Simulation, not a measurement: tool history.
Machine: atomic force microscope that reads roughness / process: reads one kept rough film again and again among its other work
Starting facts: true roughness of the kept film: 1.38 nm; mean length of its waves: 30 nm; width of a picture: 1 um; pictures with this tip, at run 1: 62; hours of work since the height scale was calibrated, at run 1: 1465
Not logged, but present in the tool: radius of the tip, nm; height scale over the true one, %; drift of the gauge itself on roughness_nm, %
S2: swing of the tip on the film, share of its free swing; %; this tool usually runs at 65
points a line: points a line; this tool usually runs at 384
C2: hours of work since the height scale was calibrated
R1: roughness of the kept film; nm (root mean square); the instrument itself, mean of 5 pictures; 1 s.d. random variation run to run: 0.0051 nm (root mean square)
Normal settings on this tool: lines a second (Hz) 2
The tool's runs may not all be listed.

Run 1, hour 0: usual settings; pictures with this tip 62; C2 1465. Result: R1 1.244 nm (root mean square).
Run 2, hour 30.7: usual settings but points a line 815; pictures with this tip 118; C2 1488. Result: R1 1.228 nm (root mean square).
At hour 47.8: new tip fitted.
Run 3, hour 66.9: usual settings but points a line 815; pictures with this tip 35; C2 1516. Result: R1 1.261 nm (root mean square).
Run 4, hour 109.4: usual settings but points a line 815; pictures with this tip 111; C2 1549. Result: R1 1.232 nm (root mean square).
At hour 127.4: new tip fitted.
Run 5, hour 154.7: usual settings but points a line 815; pictures with this tip 49; C2 1583. Result: R1 1.269 nm (root mean square).
Run 6, hour 195.1: usual settings but points a line 815; pictures with this tip 122; C2 1614. Result: R1 1.23 nm (root mean square).
At hour 209.1: new tip fitted.
Run 7, hour 239.2: usual settings but points a line 815; pictures with this tip 54; C2 1648. Result: R1 1.262 nm (root mean square).
Run 8, hour 265.6: usual settings but points a line 815; pictures with this tip 102; C2 1668. Result: R1 1.244 nm (root mean square).
At hour 289.2: new tip fitted.
Run 9, hour 297.3: usual settings but points a line 815; pictures with this tip 15; C2 1692. Result: R1 1.291 nm (root mean square).
Run 10, hour 335.3: usual settings but points a line 815; pictures with this tip 83; C2 1721. Result: R1 1.249 nm (root mean square).
At hour 368.6: new tip fitted.
Run 11, hour 368.8: usual settings but lines a second (Hz) 3.41, points a line 815; pictures with this tip 1; C2 1747. Result: R1 1.246 nm (root mean square).
Run 12, hour 409.4: usual settings; pictures with this tip 74; C2 1778. Result: R1 1.254 nm (root mean square).
Run 13, hour 439.4: usual settings; pictures with this tip 128; C2 1801. Result: R1 1.224 nm (root mean square).
At hour 451.2: new tip fitted.
Run 14, hour 466.1: usual settings; pictures with this tip 27; C2 1821. Result: R1 1.273 nm (root mean square).
Run 15, hour 503.8: usual settings; pictures with this tip 95; C2 1850. Result: R1 1.23 nm (root mean square).
At hour 509.1: height scale calibrated on a step standard.
At hour 532.3: new tip fitted.
Run 16, hour 532.3: usual settings but S2 76 %; pictures with this tip 0; C2 17. Result: R1 1.234 nm (root mean square).
Run 17, hour 563.8: usual settings but S2 76 %; pictures with this tip 57; C2 42. Result: R1 1.21 nm (root mean square).
At hour 611.5: new tip fitted.
Run 18, hour 611.5: usual settings but lines a second (Hz) 0.84, S2 62 %, points a line 639; pictures with this tip 0; C2 78. Result: R1 1.335 nm (root mean square).
Run 19, hour 634.5: usual settings but lines a second (Hz) 0.77, S2 59 %, points a line 316; pictures with this tip 41; C2 96. Result: R1 1.307 nm (root mean square).
Run 20, hour 665: usual settings but S2 71 %; pictures with this tip 96; C2 119. Result: R1 1.208 nm (root mean square).
At hour 691.3: new tip fitted.
Run 21, hour 697: usual settings but lines a second (Hz) 3.15, points a line 422; pictures with this tip 10; C2 143. Result: R1 1.25 nm (root mean square).
Run 22, hour 741.1: usual settings but lines a second (Hz) 1.72, S2 55 %, points a line 548; pictures with this tip 89; C2 177. Result: R1 1.282 nm (root mean square).
At hour 766.7: height scale calibrated on a step standard, once more.
At hour 772.6: new tip fitted.
Run 23, hour 780.9: usual settings but lines a second (Hz) 1.72, S2 55 %, points a line 548; pictures with this tip 15; C2 10. Result: R1 1.302 nm (root mean square).
Run 24, hour 810.3: usual settings but lines a second (Hz) 3.47, S2 55 %, points a line 423; pictures with this tip 68; C2 33. Result: R1 1.239 nm (root mean square).
Run 25, hour 838.1: usual settings but lines a second (Hz) 3.47, S2 55 %, points a line 423; pictures with this tip 118; C2 55. Result: R1 1.222 nm (root mean square).
At hour 853: new tip fitted.
Run 26, hour 865.3: usual settings but S2 74 %, points a line 257; pictures with this tip 22; C2 75. Result: R1 1.215 nm (root mean square).
Run 27, hour 891.1: usual settings but lines a second (Hz) 0.56, S2 67 %, points a line 576; pictures with this tip 68; C2 95. Result: R1 1.281 nm (root mean square).
At hour 934.3: new tip fitted.
Run 28, hour 938.6: usual settings but lines a second (Hz) 2.41, S2 70 %, points a line 892; pictures with this tip 8; C2 131. Result: R1 1.24 nm (root mean square).
Run 29, hour 983.3: usual settings but S2 80 %; pictures with this tip 88; C2 166. Result: R1 1.164 nm (root mean square).

3 ways to go on from here, each from the tool as it stands after run 29. What would each give?
Run A, hour 1009.1: usual settings but lines a second (Hz) 0.78, S2 85 %; pictures with this tip 135; C2 185. Result: R1 ?.
Run B, hour 1009.1: usual settings but S2 82 %, points a line 475; pictures with this tip 135; C2 185. Result: R1 ?.
Run C, hour 1009.1: usual settings but lines a second (Hz) 0.62, S2 84 %, points a line 311; pictures with this tip 135; C2 185. Result: R1 ?.

run     R1
  A  1.191
  B  1.121
  C  1.211
Stripped of hidden state, with their random variation kept, the same runs would have yielded:
run     R1
  A  1.257
  B  1.182
  C  1.276
